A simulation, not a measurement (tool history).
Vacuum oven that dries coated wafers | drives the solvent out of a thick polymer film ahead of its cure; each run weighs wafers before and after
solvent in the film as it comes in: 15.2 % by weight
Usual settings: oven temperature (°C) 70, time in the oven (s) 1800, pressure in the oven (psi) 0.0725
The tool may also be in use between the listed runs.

run 1 hour=0.0 | oven_temperature_(°C)=70 time_in_the_oven_(s)=1800 pressure_in_the_oven_(psi)=0.0725 | solvent_left_in_the_film_(%)=0.97
run 2 hour=23.0 | oven_temperature_(°C)=70 time_in_the_oven_(s)=2580 pressure_in_the_oven_(psi)=0.0725 | solvent_left_in_the_film_(%)=0.60
run 3 hour=64.7 | oven_temperature_(°C)=70 time_in_the_oven_(s)=1800 pressure_in_the_oven_(psi)=0.0725 | solvent_left_in_the_film_(%)=1.03
run 4 hour=88.6 | oven_temperature_(°C)=70 time_in_the_oven_(s)=1800 pressure_in_the_oven_(psi)=0.0725 | solvent_left_in_the_film_(%)=1.06
run 5 hour=118.7 | oven_temperature_(°C)=70 time_in_the_oven_(s)=1860 pressure_in_the_oven_(psi)=0.0725 | solvent_left_in_the_film_(%)=0.98
run 6 hour=153.9 | oven_temperature_(°C)=70 time_in_the_oven_(s)=1800 pressure_in_the_oven_(psi)=0.0725 | solvent_left_in_the_film_(%)=1.04
run 7 hour=178.6 | oven_temperature_(°C)=70 time_in_the_oven_(s)=1800 pressure_in_the_oven_(psi)=0.0725 | solvent_left_in_the_film_(%)=1.12
run 8 hour=202.8 | oven_temperature_(°C)=70 time_in_the_oven_(s)=1800 pressure_in_the_oven_(psi)=0.0725 | solvent_left_in_the_film_(%)=1.05
run 9 hour=223.0 | oven_temperature_(°C)=70 time_in_the_oven_(s)=1800 pressure_in_the_oven_(psi)=0.0725 | solvent_left_in_the_film_(%)=1.00
run 10 hour=246.9 | oven_temperature_(°C)=70 time_in_the_oven_(s)=1800 pressure_in_the_oven_(psi)=0.0725 | solvent_left_in_the_film_(%)=1.11
run 11 hour=265.8 | oven_temperature_(°C)=70 time_in_the_oven_(s)=1800 pressure_in_the_oven_(psi)=0.0725 | solvent_left_in_the_film_(%)=1.13
run 12 hour=291.6 | oven_temperature_(°C)=70 time_in_the_oven_(s)=1800 pressure_in_the_oven_(psi)=0.0725 | solvent_left_in_the_film_(%)=1.11
-- hour=295.5 oven's thermocouples calibrated
run 13 hour=326.6 | oven_temperature_(°C)=70 time_in_the_oven_(s)=1800 pressure_in_the_oven_(psi)=0.0725 | solvent_left_in_the_film_(%)=1.17
run 14 hour=358.5 | oven_temperature_(°C)=70 time_in_the_oven_(s)=1800 pressure_in_the_oven_(psi)=0.2525 | solvent_left_in_the_film_(%)=1.87
run 15 hour=379.9 | oven_temperature_(°C)=70 time_in_the_oven_(s)=1800 pressure_in_the_oven_(psi)=0.2525 | solvent_left_in_the_film_(%)=1.86
run 16 hour=405.9 | oven_temperature_(°C)=70 time_in_the_oven_(s)=1800 pressure_in_the_oven_(psi)=0.2525 | solvent_left_in_the_film_(%)=1.93
run 17 hour=438.6 | oven_temperature_(°C)=55 time_in_the_oven_(s)=1200 pressure_in_the_oven_(psi)=0.2245 | solvent_left_in_the_film_(%)=6.54
-- hour=442.9 oven's thermocouples calibrated, once more
run 18 hour=481.9 | oven_temperature_(°C)=70 time_in_the_oven_(s)=1800 pressure_in_the_oven_(psi)=0.1427 | solvent_left_in_the_film_(%)=1.17
run 19 hour=524.4 | oven_temperature_(°C)=70 time_in_the_oven_(s)=1800 pressure_in_the_oven_(psi)=0.0424 | solvent_left_in_the_film_(%)=0.75
run 20 hour=561.6 | oven_temperature_(°C)=82 time_in_the_oven_(s)=2280 pressure_in_the_oven_(psi)=0.2174 | solvent_left_in_the_film_(%)=0.63
run 21 hour=592.4 | oven_temperature_(°C)=82 time_in_the_oven_(s)=2280 pressure_in_the_oven_(psi)=0.2174 | solvent_left_in_the_film_(%)=0.60
run 22 hour=616.3 | oven_temperature_(°C)=56 time_in_the_oven_(s)=2160 pressure_in_the_oven_(psi)=0.0616 | solvent_left_in_the_film_(%)=2.48

5 ways to go on from here, each from the tool as it stands after run 22. What would each give?
run A hour=659.1 | oven_temperature_(°C)=68 time_in_the_oven_(s)=1380 pressure_in_the_oven_(psi)=0.1806 | solvent_left_in_the_film_(%)=?
run B hour=659.1 | oven_temperature_(°C)=66 time_in_the_oven_(s)=2160 pressure_in_the_oven_(psi)=0.1255 | solvent_left_in_the_film_(%)=?
run C hour=659.1 | oven_temperature_(°C)=83 time_in_the_oven_(s)=2160 pressure_in_the_oven_(psi)=0.0511 | solvent_left_in_the_film_(%)=?
run D hour=659.1 | oven_temperature_(°C)=60 time_in_the_oven_(s)=1740 pressure_in_the_oven_(psi)=0.0616 | solvent_left_in_the_film_(%)=?
run E hour=659.1 | oven_temperature_(°C)=56 time_in_the_oven_(s)=2160 pressure_in_the_oven_(psi)=0.1331 | solvent_left_in_the_film_(%)=?

run=A solvent_left_in_the_film_(%)=2.25
run=B solvent_left_in_the_film_(%)=1.26
run=C solvent_left_in_the_film_(%)=0.21
run=D solvent_left_in_the_film_(%)=2.46
run=E solvent_left_in_the_film_(%)=2.81
Without the tool's hidden state the same runs would have given:
run=A solvent_left_in_the_film_(%)=2.13
run=B solvent_left_in_the_film_(%)=1.11
run=C solvent_left_in_the_film_(%)=0.13
run=D solvent_left_in_the_film_(%)=2.28
run=E solvent_left_in_the_film_(%)=2.60

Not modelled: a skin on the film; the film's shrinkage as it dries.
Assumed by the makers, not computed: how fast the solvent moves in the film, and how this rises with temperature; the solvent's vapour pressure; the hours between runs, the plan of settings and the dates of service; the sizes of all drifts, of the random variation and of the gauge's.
